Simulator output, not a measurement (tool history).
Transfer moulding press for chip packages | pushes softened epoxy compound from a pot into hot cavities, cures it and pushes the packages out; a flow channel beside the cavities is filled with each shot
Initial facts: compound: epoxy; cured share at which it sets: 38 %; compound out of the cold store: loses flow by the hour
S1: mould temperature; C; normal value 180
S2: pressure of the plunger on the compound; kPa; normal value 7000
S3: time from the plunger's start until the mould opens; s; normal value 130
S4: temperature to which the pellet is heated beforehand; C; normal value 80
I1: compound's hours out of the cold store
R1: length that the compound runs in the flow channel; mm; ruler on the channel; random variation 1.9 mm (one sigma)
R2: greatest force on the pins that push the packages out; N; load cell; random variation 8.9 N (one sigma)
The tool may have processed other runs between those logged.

run,hour,S1,S2,S3,S4,I1,R1,R2
1,0.0,180,7000,130,80,9.5,648,574
2,12.7,180,5470,130,80,16.7,552,585
3,22.3,180,5470,130,80,39.2,487,592
# hour 29.7: cavities cleaned with cleaning compound and waxed
4,33.3,180,5470,130,80,20.5,538,412
5,44.4,180,5470,130,80,33.6,500,469
6,53.0,180,5470,130,80,40.1,483,477
7,60.5,180,5470,130,80,35.6,493,500
8,68.7,180,5470,130,80,28.4,513,515
9,78.0,180,6450,130,80,21.0,581,537
10,88.3,180,7000,153,80,11.5,640,487
11,102.1,180,7000,153,80,46.7,528,559
12,116.3,180,7000,153,80,22.9,600,575
# hour 122.2: cavities cleaned with cleaning compound and waxed
13,129.1,176,7000,130,80,37.7,561,488
14,143.2,180,7000,130,80,45.6,527,457
15,156.2,180,7000,130,80,30.1,574,528
16,163.6,180,8170,130,80,47.2,565,532
17,174.6,180,8170,130,80,43.1,575,526
18,181.3,180,8270,125,74,21.1,651,581
19,192.3,184,7990,130,81,37.3,576,537
20,198.1,177,7500,162,80,31.0,596,550
21,204.0,175,8170,130,77,21.6,662,729
# hour 214.5: cavities cleaned with cleaning compound and waxed
22,214.5,175,8170,130,77,28.9,638,486
23,227.7,175,8170,130,77,32.4,626,548
24,239.1,175,8170,130,77,36.5,612,547
25,245.1,175,8170,130,77,34.6,615,590
26,252.1,185,6240,120,78,32.8,521,504
27,258.2,180,5670,130,84,26.0,527,514
28,268.7,180,5670,130,84,16.8,551,578
29,277.2,186,6950,158,84,21.5,576,523

4 ways to go on from here, each from the tool as it stands after run 29. What would each give?
A,289.3,186,6950,144,84,28.7,?,?
B,289.3,180,7000,163,80,41.6,?,?
C,289.3,186,8070,112,85,38.0,?,?
D,289.3,186,6950,151,84,29.7,?,?

run,R1,R2
A,555,545
B,533,543
C,570,580
D,555,539
Stripped of hidden state, with their random variation kept, the same runs would have yielded:
run,R1,R2
A,578,367
B,556,368
C,594,392
D,578,363

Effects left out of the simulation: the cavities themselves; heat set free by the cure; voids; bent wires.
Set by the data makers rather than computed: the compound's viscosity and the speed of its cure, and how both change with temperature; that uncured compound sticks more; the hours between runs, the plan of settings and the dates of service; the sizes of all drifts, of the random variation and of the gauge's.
